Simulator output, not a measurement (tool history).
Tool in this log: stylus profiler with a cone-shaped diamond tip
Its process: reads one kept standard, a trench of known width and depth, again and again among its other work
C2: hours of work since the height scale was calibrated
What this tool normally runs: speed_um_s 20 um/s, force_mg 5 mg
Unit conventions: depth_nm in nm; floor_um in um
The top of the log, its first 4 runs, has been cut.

{"run": 5, "day": 15.867, "speed_um_s": 10, "force_mg": 5, "scans with this tip": 22050, "C2": 1579, "depth_nm": 1018.93, "floor_um": 93.02}
{"run": 6, "day": 20.417, "speed_um_s": 10, "force_mg": 12.04, "scans with this tip": 22997, "C2": 1647, "depth_nm": 1039.67, "floor_um": 92.91}
{"day": 24.438, "done": "new tip fitted, height scale calibrated"}
{"run": 7, "day": 26.062, "speed_um_s": 10, "force_mg": 12.04, "scans with this tip": 339, "C2": 24, "depth_nm": 1047.68, "floor_um": 95.92}
{"run": 8, "day": 29.4, "speed_um_s": 10, "force_mg": 12.04, "scans with this tip": 1034, "C2": 74, "depth_nm": 1047.14, "floor_um": 95.81}
{"run": 9, "day": 33.717, "speed_um_s": 10, "force_mg": 12.04, "scans with this tip": 1933, "C2": 138, "depth_nm": 1046.77, "floor_um": 95.73}
{"run": 10, "day": 37.971, "speed_um_s": 20, "force_mg": 2.19, "scans with this tip": 2819, "C2": 202, "depth_nm": 1014.32, "floor_um": 95.44}
{"run": 11, "day": 41.55, "speed_um_s": 20, "force_mg": 5, "scans with this tip": 3564, "C2": 255, "depth_nm": 1024.79, "floor_um": 95.31}
{"run": 12, "day": 47.083, "speed_um_s": 22, "force_mg": 5, "scans with this tip": 4717, "C2": 338, "depth_nm": 1024.86, "floor_um": 95.15}
{"run": 13, "day": 49.958, "speed_um_s": 22, "force_mg": 4.9, "scans with this tip": 5315, "C2": 381, "depth_nm": 1023.81, "floor_um": 95.11}
{"run": 14, "day": 54.196, "speed_um_s": 22, "force_mg": 4.9, "scans with this tip": 6198, "C2": 444, "depth_nm": 1023.46, "floor_um": 94.99}
{"run": 15, "day": 58.646, "speed_um_s": 20, "force_mg": 5, "scans with this tip": 7125, "C2": 510, "depth_nm": 1023.51, "floor_um": 94.85}
{"run": 16, "day": 64.583, "speed_um_s": 20, "force_mg": 5, "scans with this tip": 8361, "C2": 599, "depth_nm": 1023.3, "floor_um": 94.66}
{"run": 17, "day": 68.575, "speed_um_s": 20, "force_mg": 5, "scans with this tip": 9192, "C2": 658, "depth_nm": 1022.77, "floor_um": 94.55}
{"run": 18, "day": 73.475, "speed_um_s": 20, "force_mg": 5, "scans with this tip": 10213, "C2": 732, "depth_nm": 1022.41, "floor_um": 94.4}
{"run": 19, "day": 77.754, "speed_um_s": 20, "force_mg": 5, "scans with this tip": 11104, "C2": 795, "depth_nm": 1022.15, "floor_um": 94.32}
{"run": 20, "day": 81.996, "speed_um_s": 20, "force_mg": 5, "scans with this tip": 11987, "C2": 859, "depth_nm": 1021.99, "floor_um": 94.11}
{"run": 21, "day": 85.346, "speed_um_s": 20, "force_mg": 5, "scans with this tip": 12685, "C2": 909, "depth_nm": 1021.43, "floor_um": 94.04}
{"run": 22, "day": 88.654, "speed_um_s": 20, "force_mg": 5, "scans with this tip": 13374, "C2": 958, "depth_nm": 1021.23, "floor_um": 93.98}
{"run": 23, "day": 92.567, "speed_um_s": 20, "force_mg": 5, "scans with this tip": 14189, "C2": 1016, "depth_nm": 1021.02, "floor_um": 93.88}
{"run": 24, "day": 98.608, "speed_um_s": 13, "force_mg": 4.83, "scans with this tip": 15447, "C2": 1107, "depth_nm": 1019.7, "floor_um": 93.73}

The next listed run, before its measurement:
{"run": 25, "day": 102.867, "speed_um_s": 20, "force_mg": 2.06, "scans with this tip": 16334, "C2": 1170, "depth_nm": "?", "floor_um": "?"}

Run 25 measured depth_nm 1008.96 nm, floor_um 93.55 um.
If the tool had no hidden condition, the same run with the same run-to-run variation would have returned depth_nm 1015.17 nm, floor_um 95.91 um.
